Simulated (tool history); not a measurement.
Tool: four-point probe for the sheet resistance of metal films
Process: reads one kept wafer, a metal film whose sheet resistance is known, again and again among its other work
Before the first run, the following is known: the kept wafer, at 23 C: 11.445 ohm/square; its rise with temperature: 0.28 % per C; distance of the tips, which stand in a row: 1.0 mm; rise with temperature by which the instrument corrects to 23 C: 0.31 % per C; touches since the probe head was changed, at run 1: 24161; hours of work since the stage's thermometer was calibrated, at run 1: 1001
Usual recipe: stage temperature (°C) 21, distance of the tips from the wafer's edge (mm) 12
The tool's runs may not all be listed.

| run | day | stage temperature (°C) | distance of the tips from the wafer's edge (mm) | touches since the probe head was changed | hours of work since the stage's thermometer was calibrated | sheet resistance as the instrument gives it (ohm/square) |
|---|---|---|---|---|---|---|
| 1 | 0 | 21 | 12 | 24161 | 1001 | 11.448598 |
| 2 | 0.5 | 21 | 12 | 24806 | 1010 | 11.443908 |
| 3 | 1.238 | 24 | 12 | 25760 | 1024 | 11.430946 |
| 4 | 1.829 | 24 | 12 | 26524 | 1035 | 11.433933 |
| 5 | 2.558 | 24 | 12 | 27471 | 1048 | 11.432349 |
| 6 | 3.262 | 24 | 62 | 28380 | 1061 | 11.395648 |
| 7 | 3.633 | 24 | 62 | 28858 | 1068 | 11.392049 |
| 8 | 4.054 | 21 | 12 | 29404 | 1076 | 11.445893 |
| 9 | 4.512 | 25 | 12 | 29996 | 1084 | 11.429735 |
| 10 | 5.154 | 25 | 12 | 30825 | 1096 | 11.421731 |
| 11 | 5.7 | 25 | 12 | 31535 | 1106 | 11.42137 |
| 12 | 6.367 | 21 | 12 | 32395 | 1119 | 11.435467 |
| 13 | 6.817 | 21 | 12 | 32975 | 1127 | 11.442378 |
| 14 | 7.35 | 23 | 12 | 33664 | 1137 | 11.435096 |
| 15 | 7.817 | 23 | 12 | 34272 | 1145 | 11.436253 |
| 16 | 8.438 | 23 | 12 | 35073 | 1157 | 11.427447 |
| 17 | 8.821 | 23 | 32 | 35568 | 1164 | 11.398368 |
| 18 | 9.421 | 21 | 12 | 36342 | 1175 | 11.440989 |
| 19 | 10.042 | 21 | 36 | 37147 | 1186 | 11.400193 |
| 20 | 10.404 | 21 | 17 | 37618 | 1193 | 11.41869 |
| 21 | 10.904 | 32 | 6 | 38262 | 1202 | 11.51876 |
| 22 | 11.275 | 23 | 6 | 38744 | 1209 | 11.552246 |
| 23 | 12.004 | 23 | 6 | 39687 | 1223 | 11.554665 |
| 24 | 12.333 | 27 | 12 | 40113 | 1229 | 11.410051 |
| 25 | 12.738 | 30 | 12 | 40633 | 1236 | 11.399042 |
| 26 | 13.208 | 27 | 32 | 41244 | 1245 | 11.380099 |
| 27 | 13.754 | 27 | 32 | 41948 | 1255 | 11.374559 |
| 28 | 14.329 | 27 | 32 | 42695 | 1266 | 11.37215 |
| 29 | 14.738 | 27 | 32 | 43220 | 1273 | 11.367234 |
| 30 | 15.362 | 21 | 10 | 44029 | 1285 | 11.453729 |

What will run 31 give?
| 31 | 15.779 | 31 | 31 | 44567 | 1292 | ? |

{"run 31": {"sheet resistance as the instrument gives it (ohm/square)": 11.35622}}
Were there no unlogged condition in the tool, this run, its random variation unchanged, would have produced sheet resistance as the instrument gives it (ohm/square) 11.419355.
